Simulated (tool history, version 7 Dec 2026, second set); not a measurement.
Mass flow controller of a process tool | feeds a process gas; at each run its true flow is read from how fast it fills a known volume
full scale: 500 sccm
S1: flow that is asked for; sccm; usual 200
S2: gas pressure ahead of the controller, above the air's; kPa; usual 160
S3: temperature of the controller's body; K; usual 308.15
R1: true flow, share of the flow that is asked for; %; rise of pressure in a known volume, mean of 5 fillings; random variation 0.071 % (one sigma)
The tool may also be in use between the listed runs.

run,hour,S1,S2,S3,R1
1,0,200,160,308.15,100.17
2,94.2,200,160,308.15,100.22
3,192.8,200,160,308.15,100.03
4,264.2,200,228,308.15,99.74
5,326.6,200,228,308.15,99.72
6,386.8,200,228,308.15,99.67
7,499.8,200,211,308.15,99.69
8,557.5,200,211,308.15,99.86
9,667.8,200,160,309.15,100.16
10,795.6,200,160,309.15,100.22
11,885.7,200,160,309.15,100.12
12,982.7,174,180,308.15,99.97
13,1077.2,174,180,308.15,99.94
14,1160.7,296,180,297.15,99.02
15,1275.5,425,250,297.15,98.79
16,1374.7,425,250,297.15,98.92
17,1493.9,425,250,297.15,98.69
18,1620.8,425,250,297.15,98.73

Forecast each of these 4 alternatives for the next run:
A,1690.2,418,250,297.15,?
B,1690.2,301,161,302.15,?
C,1690.2,188,159,297.15,?
D,1690.2,136,250,309.15,?

run,R1
A,98.63
B,99.53
C,98.99
D,99.69
Without the tool's hidden state the same runs would have given:
run,R1
A,99.3
B,100.05
C,99.2
D,99.57

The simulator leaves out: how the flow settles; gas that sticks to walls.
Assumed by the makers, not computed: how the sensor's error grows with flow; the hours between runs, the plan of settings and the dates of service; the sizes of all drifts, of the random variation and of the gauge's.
